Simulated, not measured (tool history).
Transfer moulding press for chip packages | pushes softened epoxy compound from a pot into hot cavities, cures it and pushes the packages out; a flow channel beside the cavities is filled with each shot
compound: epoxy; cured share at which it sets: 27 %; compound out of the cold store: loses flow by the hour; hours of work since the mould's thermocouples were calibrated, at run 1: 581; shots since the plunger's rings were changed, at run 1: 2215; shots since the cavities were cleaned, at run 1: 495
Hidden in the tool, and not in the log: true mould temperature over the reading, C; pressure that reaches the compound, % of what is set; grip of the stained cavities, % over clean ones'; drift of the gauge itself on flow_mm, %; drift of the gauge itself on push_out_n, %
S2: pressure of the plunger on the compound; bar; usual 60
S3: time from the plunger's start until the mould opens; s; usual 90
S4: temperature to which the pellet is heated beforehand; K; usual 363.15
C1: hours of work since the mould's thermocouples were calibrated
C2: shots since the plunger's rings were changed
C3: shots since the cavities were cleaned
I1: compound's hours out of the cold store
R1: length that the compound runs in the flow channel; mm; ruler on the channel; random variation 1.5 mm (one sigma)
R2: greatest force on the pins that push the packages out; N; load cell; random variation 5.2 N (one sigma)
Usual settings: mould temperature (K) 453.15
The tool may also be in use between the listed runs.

Run 1, hour 0: usual settings; C1 581; C2 2215; C3 495; I1 8.6. Result: R1 913 mm, R2 294 N.
Run 2, hour 13.2: usual settings; C1 591; C2 2434; C3 714; I1 15.6. Result: R1 873 mm, R2 295 N.
At hour 18.6: cavities cleaned with cleaning compound and waxed.
Run 3, hour 25.1: usual settings; C1 599; C2 2604; C3 106; I1 15.5. Result: R1 873 mm, R2 228 N.
Run 4, hour 35.9: usual settings; C1 607; C2 2782; C3 284; I1 30.4. Result: R1 799 mm, R2 252 N.
Run 5, hour 51.4: usual settings; C1 619; C2 3037; C3 539; I1 36.8. Result: R1 768 mm, R2 291 N.
At hour 66.8: cavities cleaned with cleaning compound and waxed.
Run 6, hour 66.8: usual settings but S3 119 s; C1 629; C2 3268; C3 0; I1 28.9. Result: R1 802 mm, R2 159 N.
Run 7, hour 78: usual settings; C1 638; C2 3451; C3 183; I1 11.7. Result: R1 889 mm, R2 249 N.
Run 8, hour 87.6: usual settings but S3 121 s; C1 645; C2 3609; C3 341; I1 37.9. Result: R1 759 mm, R2 239 N.
Run 9, hour 105.4: usual settings but S3 121 s; C1 659; C2 3904; C3 636; I1 25. Result: R1 817 mm, R2 263 N.
At hour 114.7: cavities cleaned with cleaning compound and waxed.
Run 10, hour 117.1: usual settings but S3 121 s; C1 666; C2 4071; C3 39; I1 27.6. Result: R1 806 mm, R2 167 N.
At hour 120.8: mould's thermocouples calibrated.
Run 11, hour 137.3: usual settings but S3 121 s; C1 12; C2 4371; C3 339; I1 15.5. Result: R1 866 mm, R2 233 N.
Run 12, hour 147: usual settings but mould temperature (K) 451.15; C1 20; C2 4531; C3 499; I1 18.1. Result: R1 858 mm, R2 316 N.
Run 13, hour 160.1: usual settings but mould temperature (K) 451.15; C1 30; C2 4746; C3 714; I1 10.2. Result: R1 898 mm, R2 335 N.
At hour 164.7: cavities cleaned with cleaning compound and waxed.
Run 14, hour 174.5: usual settings; C1 39; C2 4960; C3 161; I1 15.8. Result: R1 859 mm, R2 237 N.
Run 15, hour 188.3: usual settings but mould temperature (K) 452.15, S2 50.8 bar, S3 100 s; C1 50; C2 5187; C3 388; I1 33.4. Result: R1 715 mm, R2 262 N.
Run 16, hour 207.4: usual settings but S4 361.15 K; C1 64; C2 5501; C3 702; I1 17.2. Result: R1 845 mm, R2 311 N.
At hour 213: cavities cleaned with cleaning compound and waxed.
At hour 224.5: plunger's sealing rings changed.
Run 17, hour 226.8: usual settings but S4 361.15 K; C1 76; C2 38; C3 185; I1 10.7. Result: R1 919 mm, R2 252 N.
Run 18, hour 240.2: usual settings but S4 361.15 K; C1 86; C2 260; C3 407; I1 46.7. Result: R1 741 mm, R2 275 N.
At hour 245.1: mould's thermocouples calibrated, once more.
Run 19, hour 252.3: usual settings but mould temperature (K) 460.15, S2 67.4 bar, S3 114 s, S4 353.15 K; C1 5; C2 426; C3 573; I1 39.3. Result: R1 791 mm, R2 258 N.
At hour 266: cavities cleaned with cleaning compound and waxed.
Run 20, hour 270.4: usual settings but mould temperature (K) 459.15, S2 57.6 bar, S3 91 s, S4 372.15 K; C1 18; C2 700; C3 73; I1 13.1. Result: R1 853 mm, R2 183 N.
Run 21, hour 290.9: usual settings but mould temperature (K) 447.15, S2 50.5 bar, S3 91 s, S4 372.15 K; C1 33; C2 1037; C3 410; I1 40.9. Result: R1 712 mm, R2 321 N.
Run 22, hour 310.6: usual settings but S2 45.5 bar; C1 48; C2 1362; C3 735; I1 34.2. Result: R1 682 mm, R2 295 N.
At hour 313.9: cavities cleaned with cleaning compound and waxed.
Run 23, hour 326.3: usual settings but S2 45.5 bar; C1 59; C2 1596; C3 204; I1 19.6. Result: R1 743 mm, R2 235 N.
Run 24, hour 342.3: usual settings but S2 71 bar, S3 118 s; C1 71; C2 1860; C3 468; I1 23.3. Result: R1 908 mm, R2 260 N.
Run 25, hour 351.8: usual settings but S2 73.6 bar, S4 370.15 K; C1 78; C2 2016; C3 624; I1 31.5. Result: R1 879 mm, R2 291 N.
At hour 361.8: cavities cleaned with cleaning compound and waxed.
Run 26, hour 371.8: usual settings but S2 73.6 bar, S4 370.15 K; C1 92; C2 2321; C3 164; I1 39.3. Result: R1 838 mm, R2 218 N.
Run 27, hour 382.7: usual settings but mould temperature (K) 458.15, S2 61.2 bar, S3 101 s, S4 365.15 K; C1 100; C2 2501; C3 344; I1 10.3. Result: R1 885 mm, R2 245 N.

4 ways to go on from here, each from the tool as it stands after run 27. What would each give?
Run A, hour 400.6: usual settings but S4 357.15 K; C1 114; C2 2796; C3 639; I1 42.6. Result: R1 ?, R2 ?.
Run B, hour 400.6: usual settings but mould temperature (K) 458.15, S2 45.1 bar, S3 101 s, S4 365.15 K; C1 114; C2 2796; C3 639; I1 41.8. Result: R1 ?, R2 ?.
Run C, hour 400.6: usual settings but mould temperature (K) 458.15, S2 50.5 bar, S3 118 s, S4 367.15 K; C1 114; C2 2796; C3 639; I1 29.6. Result: R1 ?, R2 ?.
Run D, hour 400.6: usual settings but mould temperature (K) 451.15, S2 59.9 bar, S3 104 s, S4 365.15 K; C1 114; C2 2796; C3 639; I1 30.6. Result: R1 ?, R2 ?.

run   R1   R2
  A  743  287
  B  629  262
  C  714  260
  D  799  270
Without the tool's hidden state the same runs would have given:
run   R1   R2
  A  760  168
  B  643  153
  C  730  150
  D  817  156
